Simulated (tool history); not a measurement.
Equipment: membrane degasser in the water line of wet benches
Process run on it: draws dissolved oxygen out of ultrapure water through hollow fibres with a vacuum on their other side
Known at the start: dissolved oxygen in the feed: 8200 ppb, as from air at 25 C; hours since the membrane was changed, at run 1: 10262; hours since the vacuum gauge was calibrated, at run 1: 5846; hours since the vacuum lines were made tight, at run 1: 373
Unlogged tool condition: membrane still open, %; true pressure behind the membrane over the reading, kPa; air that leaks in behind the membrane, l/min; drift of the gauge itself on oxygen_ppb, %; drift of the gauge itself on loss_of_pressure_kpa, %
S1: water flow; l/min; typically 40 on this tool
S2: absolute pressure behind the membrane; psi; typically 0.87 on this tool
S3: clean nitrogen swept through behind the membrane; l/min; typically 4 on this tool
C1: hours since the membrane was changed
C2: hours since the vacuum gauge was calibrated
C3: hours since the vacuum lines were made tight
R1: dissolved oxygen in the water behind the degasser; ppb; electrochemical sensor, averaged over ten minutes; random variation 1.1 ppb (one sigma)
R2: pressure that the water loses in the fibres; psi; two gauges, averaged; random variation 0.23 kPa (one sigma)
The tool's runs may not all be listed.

| run | hour | S1 | S2 | S3 | C1 | C2 | C3 | R1 | R2 |
|---|---|---|---|---|---|---|---|---|---|
| 1 | 0 | 40 | 0.87 | 4 | 10262 | 5846 | 373 | 124.9 | 8.984 |
| 2 | 138 | 40 | 0.87 | 4 | 10400 | 5984 | 511 | 124.4 | 9.026 |
| 3 | 405.2 | 42 | 0.87 | 4 | 10667 | 6251 | 778 | 135.2 | 9.435 |
|  | 572.6 | vacuum gauge calibrated |
| 4 | 610.8 | 40 | 0.87 | 4.75 | 10873 | 38 | 983 | 116 | 9.108 |
| 5 | 924.9 | 40 | 0.87 | 4 | 11187 | 352 | 1297 | 128 | 8.995 |
| 6 | 1083.5 | 40 | 0.87 | 4 | 11345 | 511 | 1456 | 127.2 | 9.082 |
| 7 | 1291.3 | 50 | 0.87 | 4 | 11553 | 719 | 1664 | 177.9 | 11.403 |
| 8 | 1528.1 | 50 | 0.87 | 4 | 11790 | 956 | 1901 | 181.6 | 11.385 |
| 9 | 1681.4 | 40 | 0.87 | 4 | 11943 | 1109 | 2054 | 127.5 | 9.126 |
| 10 | 1969.6 | 40 | 0.87 | 4 | 12231 | 1397 | 2342 | 126.8 | 9.091 |
| 11 | 2207.7 | 40 | 0.87 | 4 | 12469 | 1635 | 2580 | 128.8 | 9.107 |
| 12 | 2472.6 | 37 | 0.87 | 4 | 12734 | 1900 | 2845 | 112.8 | 8.408 |
| 13 | 2779 | 37 | 0.87 | 4 | 13041 | 2206 | 3152 | 113.8 | 8.475 |
| 14 | 2975.6 | 40 | 0.87 | 7.72 | 13237 | 2403 | 3348 | 98.4 | 9.194 |
| 15 | 3186.8 | 40 | 0.87 | 4 | 13448 | 2614 | 3559 | 131.3 | 9.188 |
| 16 | 3438.1 | 44 | 0.87 | 4 | 13700 | 2866 | 3811 | 151.1 | 10.122 |
| 17 | 3581.9 | 47 | 2.149 | 4 | 13844 | 3009 | 3954 | 399.8 | 10.859 |
| 18 | 3892.9 | 47 | 2.149 | 4 | 14155 | 3320 | 4265 | 403.3 | 10.833 |
| 19 | 4133.7 | 40 | 1.462 | 4 | 14395 | 3561 | 4506 | 225.1 | 9.264 |
| 20 | 4426 | 27 | 0.876 | 4 | 14688 | 3853 | 4799 | 74.6 | 6.222 |
| 21 | 4582.8 | 42 | 0.699 | 2.94 | 14844 | 4010 | 4955 | 130.2 | 9.773 |
| 22 | 4769.8 | 42 | 0.699 | 2.94 | 15031 | 4197 | 5142 | 130.5 | 9.762 |
|  | 5008.6 | membrane cartridge changed |
| 23 | 5050.6 | 26 | 1.723 | 2.94 | 42 | 4474 | 5419 | 192.4 | 5.485 |
| 24 | 5262.2 | 26 | 1.723 | 2.94 | 254 | 4686 | 5631 | 200.5 | 5.494 |

Forecast run 25:
| 25 | 5495.5 | 26 | 1.723 | 2.94 | 487 | 4919 | 5864 | ? | ? |

R1: 198.5 ppb
R2: 5.514 psi
On a tool with no hidden condition, and with the same random variation, this run would have come out at R1 194.5 ppb, R2 5.498 psi.
